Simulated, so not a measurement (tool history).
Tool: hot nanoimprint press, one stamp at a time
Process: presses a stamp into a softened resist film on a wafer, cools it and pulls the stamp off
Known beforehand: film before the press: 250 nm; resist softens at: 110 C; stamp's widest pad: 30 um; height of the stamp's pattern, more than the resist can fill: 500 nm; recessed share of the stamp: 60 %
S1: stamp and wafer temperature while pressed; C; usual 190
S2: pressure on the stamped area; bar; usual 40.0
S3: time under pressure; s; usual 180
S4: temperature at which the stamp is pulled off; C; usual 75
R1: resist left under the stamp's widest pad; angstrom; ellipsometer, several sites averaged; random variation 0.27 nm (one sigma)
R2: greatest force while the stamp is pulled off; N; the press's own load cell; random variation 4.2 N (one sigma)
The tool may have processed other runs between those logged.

run	hour	S1	S2	S3	S4	R1	R2
1	0.0	190	40.0	180	75	1326	210
2	11.7	190	40.0	180	75	1319	212
3	20.7	190	40.0	180	75	1317	210
4	30.6	190	39.5	180	75	1330	203
5	41.7	190	40.0	180	67	1324	228
6	51.6	190	40.0	138	75	1446	210
7	58.8	190	40.0	138	75	1448	209
8	66.1	190	40.0	138	75	1443	201
9	76.9	190	40.0	138	75	1445	213
10	84.1	190	40.0	138	75	1445	210
11	97.1	195	31.6	346	74	946	213
12	104.7	186	31.6	346	70	1338	223
13	111.7	190	40.5	136	75	1443	212
14	122.9	192	32.3	286	73	1135	211
15	132.1	192	32.3	286	73	1135	208

4 ways to go on from here, each from the tool as it stands after run 15. What would each give?
A	145.7	200	31.6	180	75	?	?
B	145.7	199	59.4	180	67	?	?
C	145.7	181	55.5	149	73	?	?
D	145.7	190	40.0	180	65	?	?

run	R1	R2
A	1018	204
B	786	220
C	1691	216
D	1316	235
Had the tool no hidden state, the same runs would have come out as:
run	R1	R2
A	1018	203
B	786	219
C	1691	215
D	1316	234

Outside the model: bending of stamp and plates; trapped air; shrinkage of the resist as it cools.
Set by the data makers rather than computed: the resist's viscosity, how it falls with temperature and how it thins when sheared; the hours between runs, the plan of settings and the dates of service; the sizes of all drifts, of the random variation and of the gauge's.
